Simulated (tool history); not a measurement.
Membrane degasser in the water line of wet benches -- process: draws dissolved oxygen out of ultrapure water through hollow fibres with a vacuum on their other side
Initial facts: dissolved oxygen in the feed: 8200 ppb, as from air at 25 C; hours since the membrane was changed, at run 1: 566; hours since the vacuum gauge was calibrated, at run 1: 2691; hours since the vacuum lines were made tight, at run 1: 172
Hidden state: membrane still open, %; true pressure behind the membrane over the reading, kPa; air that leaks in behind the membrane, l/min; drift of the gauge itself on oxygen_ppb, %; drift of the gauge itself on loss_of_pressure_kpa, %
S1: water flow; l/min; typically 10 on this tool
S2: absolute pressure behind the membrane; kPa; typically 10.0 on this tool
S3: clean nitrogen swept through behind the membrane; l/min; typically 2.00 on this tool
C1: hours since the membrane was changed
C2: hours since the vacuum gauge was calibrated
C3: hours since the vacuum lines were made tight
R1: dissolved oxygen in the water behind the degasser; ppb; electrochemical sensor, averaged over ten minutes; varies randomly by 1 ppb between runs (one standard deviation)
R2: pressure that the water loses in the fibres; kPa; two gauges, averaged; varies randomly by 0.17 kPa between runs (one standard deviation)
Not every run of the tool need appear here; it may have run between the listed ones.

{"run": 1, "hour": 0.0, "S1": 10, "S2": 10.0, "S3": 2.0, "C1": 566, "C2": 2691, "C3": 172, "R1": 101.7, "R2": 28.44}
{"run": 2, "hour": 23.4, "S1": 10, "S2": 10.0, "S3": 2.0, "C1": 589, "C2": 2714, "C3": 195, "R1": 102.0, "R2": 28.42}
{"run": 3, "hour": 66.5, "S1": 10, "S2": 10.0, "S3": 2.0, "C1": 632, "C2": 2757, "C3": 238, "R1": 103.6, "R2": 28.25}
{"run": 4, "hour": 104.7, "S1": 10, "S2": 16.5, "S3": 2.0, "C1": 670, "C2": 2795, "C3": 276, "R1": 175.4, "R2": 28.58}
{"run": 5, "hour": 147.8, "S1": 10, "S2": 16.5, "S3": 2.0, "C1": 713, "C2": 2838, "C3": 319, "R1": 175.8, "R2": 28.95}
{"run": 6, "hour": 184.2, "S1": 10, "S2": 16.5, "S3": 2.0, "C1": 750, "C2": 2875, "C3": 356, "R1": 180.9, "R2": 28.66}
{"run": 7, "hour": 231.6, "S1": 10, "S2": 16.5, "S3": 2.0, "C1": 797, "C2": 2922, "C3": 403, "R1": 177.0, "R2": 28.56}
{"run": 8, "hour": 270.7, "S1": 10, "S2": 16.5, "S3": 2.0, "C1": 836, "C2": 2961, "C3": 442, "R1": 175.8, "R2": 28.55}
{"run": 9, "hour": 299.9, "S1": 10, "S2": 16.5, "S3": 2.0, "C1": 866, "C2": 2990, "C3": 472, "R1": 178.4, "R2": 28.6}
{"run": 10, "hour": 329.7, "S1": 10, "S2": 16.5, "S3": 2.0, "C1": 895, "C2": 3020, "C3": 501, "R1": 179.7, "R2": 28.56}
{"run": 11, "hour": 382.9, "S1": 10, "S2": 10.0, "S3": 2.0, "C1": 949, "C2": 3073, "C3": 555, "R1": 101.7, "R2": 28.59}
{"run": 12, "hour": 420.6, "S1": 10, "S2": 10.0, "S3": 2.0, "C1": 986, "C2": 3111, "C3": 592, "R1": 102.1, "R2": 28.54}
{"run": 13, "hour": 456.1, "S1": 10, "S2": 10.0, "S3": 2.0, "C1": 1022, "C2": 3147, "C3": 628, "R1": 101.7, "R2": 28.42}
{"hour": 460.0, "done": "vacuum gauge calibrated"}
{"run": 14, "hour": 495.9, "S1": 10, "S2": 10.0, "S3": 2.0, "C1": 1061, "C2": 36, "C3": 667, "R1": 104.9, "R2": 28.62}
{"run": 15, "hour": 544.2, "S1": 10, "S2": 10.0, "S3": 2.0, "C1": 1109, "C2": 84, "C3": 715, "R1": 105.2, "R2": 28.62}
{"run": 16, "hour": 568.4, "S1": 11, "S2": 10.0, "S3": 2.0, "C1": 1134, "C2": 108, "C3": 740, "R1": 120.7, "R2": 31.47}
{"run": 17, "hour": 590.8, "S1": 11, "S2": 10.0, "S3": 2.0, "C1": 1156, "C2": 131, "C3": 762, "R1": 121.0, "R2": 31.54}
{"run": 18, "hour": 614.5, "S1": 11, "S2": 10.0, "S3": 2.0, "C1": 1180, "C2": 155, "C3": 786, "R1": 121.0, "R2": 31.57}
{"run": 19, "hour": 664.1, "S1": 13, "S2": 10.0, "S3": 0.99, "C1": 1229, "C2": 204, "C3": 835, "R1": 260.6, "R2": 37.15}
{"run": 20, "hour": 693.5, "S1": 10, "S2": 7.7, "S3": 2.88, "C1": 1259, "C2": 234, "C3": 865, "R1": 61.0, "R2": 28.58}
{"run": 21, "hour": 716.8, "S1": 14, "S2": 14.0, "S3": 1.57, "C1": 1282, "C2": 257, "C3": 888, "R1": 292.3, "R2": 40.1}
{"run": 22, "hour": 755.0, "S1": 14, "S2": 14.0, "S3": 1.57, "C1": 1320, "C2": 295, "C3": 926, "R1": 283.3, "R2": 40.02}
{"hour": 759.1, "done": "vacuum gauge calibrated, once more"}
{"run": 23, "hour": 800.5, "S1": 7, "S2": 13.2, "S3": 4.6, "C1": 1365, "C2": 41, "C3": 971, "R1": 42.1, "R2": 19.98}
{"run": 24, "hour": 833.6, "S1": 12, "S2": 13.2, "S3": 3.88, "C1": 1398, "C2": 75, "C3": 1004, "R1": 110.2, "R2": 34.68}
{"run": 25, "hour": 864.2, "S1": 12, "S2": 13.2, "S3": 3.88, "C1": 1429, "C2": 105, "C3": 1035, "R1": 111.3, "R2": 34.63}
{"run": 26, "hour": 908.6, "S1": 15, "S2": 21.5, "S3": 2.28, "C1": 1473, "C2": 150, "C3": 1079, "R1": 355.8, "R2": 43.02}
{"run": 27, "hour": 961.4, "S1": 15, "S2": 23.1, "S3": 2.28, "C1": 1526, "C2": 202, "C3": 1132, "R1": 373.2, "R2": 42.64}
{"run": 28, "hour": 1002.5, "S1": 15, "S2": 23.1, "S3": 2.28, "C1": 1567, "C2": 243, "C3": 1173, "R1": 380.7, "R2": 43.16}
{"run": 29, "hour": 1024.6, "S1": 15, "S2": 23.1, "S3": 2.28, "C1": 1589, "C2": 266, "C3": 1195, "R1": 369.7, "R2": 42.94}
{"run": 30, "hour": 1059.3, "S1": 15, "S2": 23.1, "S3": 2.28, "C1": 1624, "C2": 300, "C3": 1230, "R1": 379.8, "R2": 42.89}
{"run": 31, "hour": 1114.0, "S1": 15, "S2": 23.1, "S3": 2.28, "C1": 1679, "C2": 355, "C3": 1285, "R1": 368.7, "R2": 43.15}
{"run": 32, "hour": 1148.7, "S1": 10, "S2": 14.1, "S3": 2.64, "C1": 1713, "C2": 390, "C3": 1319, "R1": 119.6, "R2": 28.86}
{"run": 33, "hour": 1184.5, "S1": 16, "S2": 20.3, "S3": 1.8, "C1": 1749, "C2": 425, "C3": 1355, "R1": 431.3, "R2": 46.35}

Take each entry between the runs: how does the hidden state at the last listed run before it differ from the hidden state at the first listed run after it?
Between runs 13 and 14: vacuum gauge calibrated (hour 460.0)
  true pressure behind the membrane over the reading, kPa: 0.28 -> 0.47; air that leaks in behind the membrane, l/min: 0.003 -> 0.0031
  measured value less the no-hidden-state value, R1: +4.5 -> +7.0 ppb; R2: +0.28 -> +0.29 kPa
Between runs 22 and 23: vacuum gauge calibrated, once more (hour 759.1)
  true pressure behind the membrane over the reading, kPa: 0.5 -> 0.05; air that leaks in behind the membrane, l/min: 0.0037 -> 0.0038
  measured value less the no-hidden-state value, R1: +13.8 -> +0.8 ppb; R2: +0.51 -> +0.26 kPa
